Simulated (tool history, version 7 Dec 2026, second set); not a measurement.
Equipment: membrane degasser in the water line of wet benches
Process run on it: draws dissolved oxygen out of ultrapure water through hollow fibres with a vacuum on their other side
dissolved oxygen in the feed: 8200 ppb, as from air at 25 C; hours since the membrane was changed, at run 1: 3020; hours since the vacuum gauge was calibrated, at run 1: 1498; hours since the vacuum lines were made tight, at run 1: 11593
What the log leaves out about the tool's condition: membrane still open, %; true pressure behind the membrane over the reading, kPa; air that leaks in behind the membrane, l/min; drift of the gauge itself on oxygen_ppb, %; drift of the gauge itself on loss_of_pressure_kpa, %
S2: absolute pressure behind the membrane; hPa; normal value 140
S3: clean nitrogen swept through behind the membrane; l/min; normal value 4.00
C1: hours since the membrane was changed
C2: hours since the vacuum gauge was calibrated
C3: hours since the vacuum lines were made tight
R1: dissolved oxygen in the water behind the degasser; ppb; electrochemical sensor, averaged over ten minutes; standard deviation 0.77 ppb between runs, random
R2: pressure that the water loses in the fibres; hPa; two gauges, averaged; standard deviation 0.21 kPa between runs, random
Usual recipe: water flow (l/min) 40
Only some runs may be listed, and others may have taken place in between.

{"run": 1, "day": 0.0, "water flow (l/min)": 40, "S2": 140, "S3": 4.0, "C1": 3020, "C2": 1498, "C3": 11593, "R1": 264.9, "R2": 487.6}
{"run": 2, "day": 4.721, "water flow (l/min)": 40, "S2": 140, "S3": 4.0, "C1": 3134, "C2": 1611, "C3": 11706, "R1": 263.5, "R2": 485.2}
{"run": 3, "day": 10.912, "water flow (l/min)": 40, "S2": 140, "S3": 4.0, "C1": 3282, "C2": 1759, "C3": 11855, "R1": 263.6, "R2": 487.7}
{"run": 4, "day": 17.025, "water flow (l/min)": 40, "S2": 140, "S3": 4.0, "C1": 3429, "C2": 1906, "C3": 12002, "R1": 265.2, "R2": 482.2}
{"run": 5, "day": 21.154, "water flow (l/min)": 47, "S2": 140, "S3": 4.0, "C1": 3528, "C2": 2005, "C3": 12101, "R1": 311.6, "R2": 568.5}
{"run": 6, "day": 24.558, "water flow (l/min)": 47, "S2": 140, "S3": 4.0, "C1": 3610, "C2": 2087, "C3": 12182, "R1": 310.5, "R2": 569.1}
{"run": 7, "day": 32.167, "water flow (l/min)": 40, "S2": 114, "S3": 4.0, "C1": 3793, "C2": 2270, "C3": 12365, "R1": 206.1, "R2": 489.2}
{"run": 8, "day": 38.158, "water flow (l/min)": 40, "S2": 114, "S3": 4.0, "C1": 3936, "C2": 2413, "C3": 12509, "R1": 206.2, "R2": 484.4}
{"run": 9, "day": 44.833, "water flow (l/min)": 40, "S2": 114, "S3": 4.0, "C1": 4097, "C2": 2574, "C3": 12669, "R1": 207.5, "R2": 486.3}
{"run": 10, "day": 49.254, "water flow (l/min)": 40, "S2": 140, "S3": 1.85, "C1": 4203, "C2": 2680, "C3": 12775, "R1": 505.8, "R2": 484.6}
{"run": 11, "day": 55.408, "water flow (l/min)": 40, "S2": 186, "S3": 4.0, "C1": 4350, "C2": 2827, "C3": 12923, "R1": 364.6, "R2": 488.8}
{"run": 12, "day": 61.846, "water flow (l/min)": 40, "S2": 155, "S3": 4.0, "C1": 4505, "C2": 2982, "C3": 13077, "R1": 298.6, "R2": 486.3}
{"run": 13, "day": 65.067, "water flow (l/min)": 40, "S2": 155, "S3": 4.0, "C1": 4582, "C2": 3059, "C3": 13155, "R1": 297.8, "R2": 486.3}
{"run": 14, "day": 71.125, "water flow (l/min)": 40, "S2": 155, "S3": 4.0, "C1": 4727, "C2": 3205, "C3": 13300, "R1": 296.8, "R2": 486.0}
{"run": 15, "day": 75.942, "water flow (l/min)": 40, "S2": 140, "S3": 4.0, "C1": 4843, "C2": 3320, "C3": 13416, "R1": 263.3, "R2": 486.1}
{"run": 16, "day": 83.446, "water flow (l/min)": 40, "S2": 140, "S3": 4.0, "C1": 5023, "C2": 3500, "C3": 13596, "R1": 264.5, "R2": 485.7}
{"run": 17, "day": 87.996, "water flow (l/min)": 40, "S2": 140, "S3": 4.0, "C1": 5132, "C2": 3609, "C3": 13705, "R1": 264.0, "R2": 484.1}
{"run": 18, "day": 95.942, "water flow (l/min)": 49, "S2": 89, "S3": 3.39, "C1": 5323, "C2": 3800, "C3": 13896, "R1": 210.7, "R2": 596.2}
{"run": 19, "day": 102.942, "water flow (l/min)": 49, "S2": 89, "S3": 3.39, "C1": 5491, "C2": 3968, "C3": 14064, "R1": 212.0, "R2": 593.2}
{"run": 20, "day": 110.308, "water flow (l/min)": 48, "S2": 89, "S3": 3.34, "C1": 5668, "C2": 4145, "C3": 14240, "R1": 209.0, "R2": 580.2}
{"run": 21, "day": 117.271, "water flow (l/min)": 48, "S2": 89, "S3": 3.34, "C1": 5835, "C2": 4312, "C3": 14407, "R1": 209.5, "R2": 584.0}
{"run": 22, "day": 120.971, "water flow (l/min)": 33, "S2": 124, "S3": 6.1, "C1": 5924, "C2": 4401, "C3": 14496, "R1": 130.7, "R2": 402.9}
{"run": 23, "day": 127.392, "water flow (l/min)": 38, "S2": 91, "S3": 10.93, "C1": 6078, "C2": 4555, "C3": 14650, "R1": 65.5, "R2": 462.6}
{"run": 24, "day": 131.854, "water flow (l/min)": 25, "S2": 140, "S3": 7.67, "C1": 6185, "C2": 4662, "C3": 14757, "R1": 91.7, "R2": 302.1}
{"run": 25, "day": 138.771, "water flow (l/min)": 40, "S2": 94, "S3": 4.0, "C1": 6351, "C2": 4828, "C3": 14923, "R1": 161.4, "R2": 488.1}
{"run": 26, "day": 142.533, "water flow (l/min)": 40, "S2": 94, "S3": 1.73, "C1": 6441, "C2": 4918, "C3": 15014, "R1": 320.9, "R2": 487.1}
{"run": 27, "day": 148.033, "water flow (l/min)": 40, "S2": 94, "S3": 1.73, "C1": 6573, "C2": 5050, "C3": 15146, "R1": 321.2, "R2": 485.6}
{"run": 28, "day": 152.462, "water flow (l/min)": 31, "S2": 140, "S3": 4.0, "C1": 6680, "C2": 5157, "C3": 15252, "R1": 205.0, "R2": 375.9}
{"run": 29, "day": 159.604, "water flow (l/min)": 40, "S2": 133, "S3": 4.0, "C1": 6851, "C2": 5328, "C3": 15423, "R1": 249.1, "R2": 484.4}
{"run": 30, "day": 163.196, "water flow (l/min)": 40, "S2": 133, "S3": 4.0, "C1": 6937, "C2": 5414, "C3": 15510, "R1": 249.0, "R2": 485.0}
{"day": 165.817, "done": "seals of the vacuum lines changed"}
{"run": 31, "day": 168.546, "water flow (l/min)": 29, "S2": 133, "S3": 9.02, "C1": 7064, "C2": 5541, "C3": 66, "R1": 87.7, "R2": 353.6}

Run 32, settings as shown, results not yet in. Your forecast:
{"run": 32, "day": 175.912, "water flow (l/min)": 29, "S2": 349, "S3": 7.12, "C1": 7240, "C2": 5717, "C3": 242, "R1": "?", "R2": "?"}

Run 32 produced R1 313.0 ppb, R2 350.7 hPa.
With the hidden condition absent and the run-to-run variation left alone, this run would have shown R1 312.9 ppb, R2 350.6 hPa.
